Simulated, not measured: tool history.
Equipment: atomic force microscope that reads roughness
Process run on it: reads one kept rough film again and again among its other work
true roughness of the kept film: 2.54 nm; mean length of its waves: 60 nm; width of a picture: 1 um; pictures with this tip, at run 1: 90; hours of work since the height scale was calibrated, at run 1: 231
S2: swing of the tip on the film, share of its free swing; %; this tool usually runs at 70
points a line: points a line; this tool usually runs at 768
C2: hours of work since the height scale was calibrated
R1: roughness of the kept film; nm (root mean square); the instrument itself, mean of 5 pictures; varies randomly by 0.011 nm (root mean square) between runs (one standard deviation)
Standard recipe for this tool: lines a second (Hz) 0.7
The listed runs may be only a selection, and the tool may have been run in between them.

run 1 hour=0 | lines_a_second_(Hz)=0.7 S2=70 points_a_line=768 | pictures_with_this_tip=90 C2=231 | R1=2.388
run 2 hour=18.2 | lines_a_second_(Hz)=0.7 S2=70 points_a_line=768 | pictures_with_this_tip=111 C2=244 | R1=2.389
run 3 hour=37.9 | lines_a_second_(Hz)=0.7 S2=70 points_a_line=768 | pictures_with_this_tip=134 C2=259 | R1=2.413
run 4 hour=52.4 | lines_a_second_(Hz)=0.7 S2=70 points_a_line=768 | pictures_with_this_tip=150 C2=270 | R1=2.398
run 5 hour=63.8 | lines_a_second_(Hz)=0.719 S2=70 points_a_line=768 | pictures_with_this_tip=164 C2=278 | R1=2.399
run 6 hour=73.9 | lines_a_second_(Hz)=0.719 S2=70 points_a_line=768 | pictures_with_this_tip=175 C2=286 | R1=2.372
run 7 hour=96.4 | lines_a_second_(Hz)=0.719 S2=70 points_a_line=335 | pictures_with_this_tip=202 C2=302 | R1=2.383
run 8 hour=107.6 | lines_a_second_(Hz)=0.7 S2=70 points_a_line=400 | pictures_with_this_tip=215 C2=311 | R1=2.377
run 9 hour=121.4 | lines_a_second_(Hz)=0.7 S2=80 points_a_line=768 | pictures_with_this_tip=231 C2=321 | R1=2.337
run 10 hour=138.2 | lines_a_second_(Hz)=0.7 S2=80 points_a_line=768 | pictures_with_this_tip=250 C2=334 | R1=2.352
run 11 hour=159.6 | lines_a_second_(Hz)=0.7 S2=80 points_a_line=768 | pictures_with_this_tip=275 C2=349 | R1=2.32
-- hour=173.2 new tip fitted
run 12 hour=175.9 | lines_a_second_(Hz)=0.576 S2=70 points_a_line=768 | pictures_with_this_tip=3 C2=361 | R1=2.45
run 13 hour=187.1 | lines_a_second_(Hz)=0.576 S2=70 points_a_line=768 | pictures_with_this_tip=16 C2=370 | R1=2.437
run 14 hour=205.4 | lines_a_second_(Hz)=0.7 S2=70 points_a_line=750 | pictures_with_this_tip=38 C2=383 | R1=2.438
run 15 hour=221.7 | lines_a_second_(Hz)=0.7 S2=70 points_a_line=768 | pictures_with_this_tip=57 C2=395 | R1=2.433
run 16 hour=241.8 | lines_a_second_(Hz)=0.7 S2=70 points_a_line=768 | pictures_with_this_tip=80 C2=410 | R1=2.427
run 17 hour=250.9 | lines_a_second_(Hz)=0.7 S2=70 points_a_line=768 | pictures_with_this_tip=91 C2=417 | R1=2.409
run 18 hour=268.4 | lines_a_second_(Hz)=0.7 S2=70 points_a_line=768 | pictures_with_this_tip=111 C2=430 | R1=2.416
run 19 hour=284.9 | lines_a_second_(Hz)=0.7 S2=70 points_a_line=476 | pictures_with_this_tip=130 C2=442 | R1=2.397
run 20 hour=307 | lines_a_second_(Hz)=0.7 S2=70 points_a_line=476 | pictures_with_this_tip=156 C2=459 | R1=2.406
run 21 hour=316.9 | lines_a_second_(Hz)=0.7 S2=70 points_a_line=476 | pictures_with_this_tip=167 C2=466 | R1=2.399
run 22 hour=329.9 | lines_a_second_(Hz)=0.7 S2=70 points_a_line=768 | pictures_with_this_tip=182 C2=476 | R1=2.404
run 23 hour=350.2 | lines_a_second_(Hz)=0.7 S2=79 points_a_line=768 | pictures_with_this_tip=206 C2=491 | R1=2.364
run 24 hour=364 | lines_a_second_(Hz)=0.909 S2=70 points_a_line=768 | pictures_with_this_tip=222 C2=501 | R1=2.367
run 25 hour=383 | lines_a_second_(Hz)=1.842 S2=70 points_a_line=768 | pictures_with_this_tip=244 C2=515 | R1=2.307
run 26 hour=392.4 | lines_a_second_(Hz)=1.842 S2=70 points_a_line=768 | pictures_with_this_tip=255 C2=522 | R1=2.303
run 27 hour=407.4 | lines_a_second_(Hz)=1.842 S2=70 points_a_line=768 | pictures_with_this_tip=272 C2=533 | R1=2.285
-- hour=409.9 height scale calibrated on a step standard
-- hour=424 new tip fitted
run 28 hour=430.7 | lines_a_second_(Hz)=1.89 S2=63 points_a_line=372 | pictures_with_this_tip=8 C2=15 | R1=2.36
run 29 hour=439.8 | lines_a_second_(Hz)=0.505 S2=63 points_a_line=768 | pictures_with_this_tip=18 C2=22 | R1=2.458
run 30 hour=450.4 | lines_a_second_(Hz)=0.923 S2=75 points_a_line=801 | pictures_with_this_tip=31 C2=30 | R1=2.359
run 31 hour=465.6 | lines_a_second_(Hz)=0.923 S2=75 points_a_line=801 | pictures_with_this_tip=48 C2=41 | R1=2.357
run 32 hour=487.6 | lines_a_second_(Hz)=0.908 S2=58 points_a_line=295 | pictures_with_this_tip=74 C2=57 | R1=2.402
run 33 hour=499.8 | lines_a_second_(Hz)=0.908 S2=58 points_a_line=295 | pictures_with_this_tip=88 C2=66 | R1=2.396
run 34 hour=521.8 | lines_a_second_(Hz)=1.113 S2=90 points_a_line=765 | pictures_with_this_tip=114 C2=83 | R1=2.259
-- hour=524.9 height scale calibrated on a step standard, once more
run 35 hour=541.5 | lines_a_second_(Hz)=1.828 S2=56 points_a_line=1018 | pictures_with_this_tip=135 C2=12 | R1=2.393
run 36 hour=558.6 | lines_a_second_(Hz)=0.769 S2=86 points_a_line=768 | pictures_with_this_tip=155 C2=25 | R1=2.329
run 37 hour=577.6 | lines_a_second_(Hz)=0.769 S2=86 points_a_line=768 | pictures_with_this_tip=177 C2=39 | R1=2.316
run 38 hour=590 | lines_a_second_(Hz)=0.769 S2=86 points_a_line=768 | pictures_with_this_tip=192 C2=48 | R1=2.316
run 39 hour=599.7 | lines_a_second_(Hz)=0.769 S2=86 points_a_line=768 | pictures_with_this_tip=203 C2=56 | R1=2.312
run 40 hour=622.1 | lines_a_second_(Hz)=0.718 S2=74 points_a_line=272 | pictures_with_this_tip=229 C2=72 | R1=2.378
run 41 hour=638.9 | lines_a_second_(Hz)=0.718 S2=74 points_a_line=272 | pictures_with_this_tip=249 C2=85 | R1=2.359
run 42 hour=661.4 | lines_a_second_(Hz)=0.718 S2=74 points_a_line=272 | pictures_with_this_tip=275 C2=101 | R1=2.36
run 43 hour=670.6 | lines_a_second_(Hz)=1.855 S2=68 points_a_line=555 | pictures_with_this_tip=285 C2=108 | R1=2.305
-- hour=675.7 new tip fitted
run 44 hour=680.7 | lines_a_second_(Hz)=0.583 S2=70 points_a_line=768 | pictures_with_this_tip=5 C2=115 | R1=2.452
run 45 hour=692.1 | lines_a_second_(Hz)=1.2 S2=80 points_a_line=412 | pictures_with_this_tip=19 C2=124 | R1=2.327
run 46 hour=702 | lines_a_second_(Hz)=1.318 S2=77 points_a_line=768 | pictures_with_this_tip=30 C2=131 | R1=2.344
run 47 hour=723.5 | lines_a_second_(Hz)=0.744 S2=63 points_a_line=448 | pictures_with_this_tip=55 C2=147 | R1=2.45
run 48 hour=734.5 | lines_a_second_(Hz)=2.908 S2=59 points_a_line=335 | pictures_with_this_tip=68 C2=155 | R1=2.374
run 49 hour=745.6 | lines_a_second_(Hz)=0.7 S2=63 points_a_line=454 | pictures_with_this_tip=81 C2=164 | R1=2.434
run 50 hour=756.4 | lines_a_second_(Hz)=1.234 S2=60 points_a_line=973 | pictures_with_this_tip=94 C2=172 | R1=2.393

Below, some changes in R1 between adjacent runs. For each, the amount present without the hidden state too (settings, incoming material, random variation) and the amount remaining for the hidden state with gauge scatter not shared by both compared results:
Hidden state present: radius of the tip, nm; height scale over the true one, %; drift of the gauge itself on roughness_nm, %.
Run 11 -> 12: lines a second (Hz) 0.7 -> 0.576, S2 80 -> 70, new tip fitted. R1 +0.13 nm (root mean square): hidden state +0.059, all else +0.071.
Run 27 -> 28: lines a second (Hz) 1.842 -> 1.89, S2 70 -> 63, points a line 768 -> 372, height scale calibrated on a step standard, new tip fitted. R1 +0.075 nm (root mean square): hidden state +0.051, all else +0.024.
Run 33 -> 34: lines a second (Hz) 0.908 -> 1.113, S2 58 -> 90, points a line 295 -> 765. R1 -0.137 nm (root mean square): hidden state -0.004, all else -0.133.
Run 34 -> 35: lines a second (Hz) 1.113 -> 1.828, S2 90 -> 56, points a line 765 -> 1018, height scale calibrated on a step standard, once more. R1 +0.134 nm (root mean square): hidden state +0.01, all else +0.124.
Run 43 -> 44: lines a second (Hz) 1.855 -> 0.583, S2 68 -> 70, points a line 555 -> 768, new tip fitted. R1 +0.147 nm (root mean square): hidden state +0.061, all else +0.086.

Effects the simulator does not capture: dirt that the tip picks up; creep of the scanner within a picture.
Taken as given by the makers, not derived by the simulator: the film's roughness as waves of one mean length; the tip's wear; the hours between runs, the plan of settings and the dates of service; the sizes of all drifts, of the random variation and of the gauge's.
